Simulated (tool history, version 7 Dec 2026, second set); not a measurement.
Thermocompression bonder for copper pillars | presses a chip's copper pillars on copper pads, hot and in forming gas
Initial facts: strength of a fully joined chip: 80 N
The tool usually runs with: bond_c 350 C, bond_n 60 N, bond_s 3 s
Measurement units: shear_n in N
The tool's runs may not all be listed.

Run 1, hour 0: usual settings. Result: shear_n 26.2 N.
Run 2, hour 13.5: usual settings. Result: shear_n 25.6 N.
Run 3, hour 23.5: usual settings. Result: shear_n 25.6 N.
Run 4, hour 36.9: usual settings. Result: shear_n 25.8 N.
At hour 40.4: forming gas filter changed.
Run 5, hour 48.8: usual settings. Result: shear_n 27.3 N.
Run 6, hour 59.8: usual settings but bond_s 8 s. Result: shear_n 39.7 N.
Run 7, hour 72.8: usual settings. Result: shear_n 27.6 N.
Run 8, hour 83.3: usual settings but bond_c 324 C. Result: shear_n 21.8 N.
Run 9, hour 96.6: usual settings but bond_c 324 C. Result: shear_n 21.6 N.
Run 10, hour 108.6: usual settings but bond_c 324 C. Result: shear_n 21.4 N.
Run 11, hour 122.9: usual settings but bond_s 6 s. Result: shear_n 34.9 N.
Run 12, hour 133.7: usual settings but bond_s 6 s. Result: shear_n 34.8 N.
Run 13, hour 147.3: usual settings but bond_s 6 s. Result: shear_n 34.5 N.
Run 14, hour 156.5: usual settings but bond_s 6 s. Result: shear_n 34.8 N.
Run 15, hour 169.7: usual settings but bond_s 6 s. Result: shear_n 34.3 N.
Run 16, hour 179.4: usual settings but bond_s 6 s. Result: shear_n 34.3 N.
Run 17, hour 188.1: usual settings but bond_c 327 C, bond_s 6 s. Result: shear_n 28.4 N.
Run 18, hour 201.5: usual settings but bond_c 361 C. Result: shear_n 28.6 N.
Run 19, hour 215: usual settings but bond_s 2 s. Result: shear_n 21.6 N.
Run 20, hour 225.9: usual settings but bond_s 2 s. Result: shear_n 22.2 N.
Run 21, hour 237.4: usual settings but bond_s 2 s. Result: shear_n 21.9 N.
Run 22, hour 245.2: usual settings but bond_s 2 s. Result: shear_n 22 N.
Run 23, hour 253.4: usual settings but bond_c 355 C, bond_n 57 N, bond_s 2 s. Result: shear_n 21.7 N.
Run 24, hour 264.5: usual settings but bond_n 85 N, bond_s 5 s. Result: shear_n 41.3 N.
Run 25, hour 277.9: usual settings but bond_c 367 C, bond_n 53 N, bond_s 4 s. Result: shear_n 29.1 N.
Run 26, hour 287.6: usual settings but bond_c 338 C, bond_n 39 N, bond_s 4 s. Result: shear_n 16.5 N.
Run 27, hour 297.8: usual settings but bond_c 321 C, bond_n 54 N, bond_s 8 s. Result: shear_n 26 N.
Run 28, hour 305.5: usual settings but bond_c 321 C, bond_n 71 N, bond_s 4 s. Result: shear_n 25.6 N.
Run 29, hour 319.5: usual settings but bond_s 2 s. Result: shear_n 21 N.
Run 30, hour 328.3: usual settings but bond_c 348 C, bond_n 46 N, bond_s 2 s. Result: shear_n 16.2 N.
At hour 338.9: forming gas filter changed.
Run 31, hour 338.9: usual settings but bond_c 348 C, bond_n 46 N, bond_s 2 s. Result: shear_n 17.6 N.
Run 32, hour 350.2: usual settings but bond_c 348 C, bond_n 46 N, bond_s 2 s. Result: shear_n 17.6 N.
Run 33, hour 361.8: usual settings but bond_c 348 C, bond_n 46 N, bond_s 2 s. Result: shear_n 17.6 N.
Run 34, hour 372.3: usual settings but bond_n 62 N. Result: shear_n 27.8 N.
Run 35, hour 378.9: usual settings but bond_c 365 C, bond_n 78 N. Result: shear_n 37.7 N.
Run 36, hour 389.9: usual settings. Result: shear_n 26.8 N.
Run 37, hour 397.3: usual settings but bond_c 361 C, bond_s 4 s. Result: shear_n 32.5 N.
Run 38, hour 407.6: usual settings but bond_c 361 C, bond_s 4 s. Result: shear_n 32.5 N.
Run 39, hour 415.4: usual settings but bond_c 334 C, bond_n 78 N. Result: shear_n 29.3 N.
Run 40, hour 429.4: usual settings but bond_c 355 C. Result: shear_n 27.6 N.

Alternative continuations, all from the tool just after run 40; predict every row:
Run A, hour 436.5: usual settings but bond_n 44 N. Result: shear_n ?.
Run B, hour 436.5: usual settings but bond_c 341 C, bond_s 6 s. Result: shear_n ?.
Run C, hour 436.5: usual settings but bond_c 345 C. Result: shear_n ?.
Run D, hour 436.5: usual settings but bond_c 352 C. Result: shear_n ?.

run  shear_n
  A     19.6
  B     32.1
  C     25.3
  D     26.9
The same runs, with their run-to-run variation unchanged, on a tool lacking any hidden condition would have given:
run  shear_n
  A       21
  B     34.2
  C       27
  D     28.7

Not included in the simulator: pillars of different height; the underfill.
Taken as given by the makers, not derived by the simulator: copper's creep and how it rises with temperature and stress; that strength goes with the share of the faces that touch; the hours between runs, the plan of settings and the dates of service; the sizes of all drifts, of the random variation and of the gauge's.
